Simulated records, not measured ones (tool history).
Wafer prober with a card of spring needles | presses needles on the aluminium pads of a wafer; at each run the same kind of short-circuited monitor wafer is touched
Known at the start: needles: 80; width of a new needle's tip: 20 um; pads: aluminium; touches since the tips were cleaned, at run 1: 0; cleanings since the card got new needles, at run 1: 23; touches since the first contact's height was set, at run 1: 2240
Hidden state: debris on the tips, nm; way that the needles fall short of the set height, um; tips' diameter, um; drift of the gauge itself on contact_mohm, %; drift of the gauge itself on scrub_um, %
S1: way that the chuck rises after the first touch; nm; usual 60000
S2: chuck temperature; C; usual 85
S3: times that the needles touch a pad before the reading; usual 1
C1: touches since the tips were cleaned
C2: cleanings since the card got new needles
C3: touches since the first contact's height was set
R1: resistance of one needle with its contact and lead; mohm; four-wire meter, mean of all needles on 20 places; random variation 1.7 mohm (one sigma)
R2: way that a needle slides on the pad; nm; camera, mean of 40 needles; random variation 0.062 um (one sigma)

run  hour     S1   S2  S3    C1  C2     C3   R1     R2
  1     0  60000   85   1     0  23   2240  181  16500
  2   9.2  60000  112   1  1778  23   4018  209  16470
     17.3  -- tips cleaned on abrasive film
  3  18.6  60000  112   1   254  24   5816  192  16350
  4  27.4  60000  112   1  1955  24   7517  215  16360
     28.2  -- height of the first contact set anew
  5  32.4  60000  112   1  2869  24    817  226  16490
     34.4  -- tips cleaned on abrasive film
  6    42  54000   85   1  1471  25   2667  210  14730
     51.3  -- tips cleaned on abrasive film
  7  51.5  54000   85   1    22  26   4469  185  14710
  8  62.1  54000   85   1  2081  26   6528  225  14680
     68.1  -- tips cleaned on abrasive film
  9    71  72000   44   1   567  27   8228  180  19560
 10  77.2  72000   44   1  1762  27   9423  191  19730
     84.9  -- tips cleaned on abrasive film
 11  87.2  72000   44   1   438  28  11349  175  19620

Forecast each of these 4 alternatives for the next run:
     92.9  -- height of the first contact set anew, once more
  A  95.6  47000  74   3  2000  28  520   ?   ?
     92.9  -- height of the first contact set anew, once more
  B  95.6  60000  63   2  2000  28  520   ?   ?
     92.9  -- height of the first contact set anew, once more
  C  95.6  72000  63   1  2000  28  520   ?   ?
     92.9  -- height of the first contact set anew, once more
  D  95.6  56000  29   2  2000  28  520   ?   ?

run   R1     R2
  A  200  12860
  B  194  16400
  C  196  19650
  D  196  15350
Without the tool's hidden state the same runs would have given:
run   R1     R2
  A  180  12860
  B  172  16400
  C  170  19650
  D  170  15350
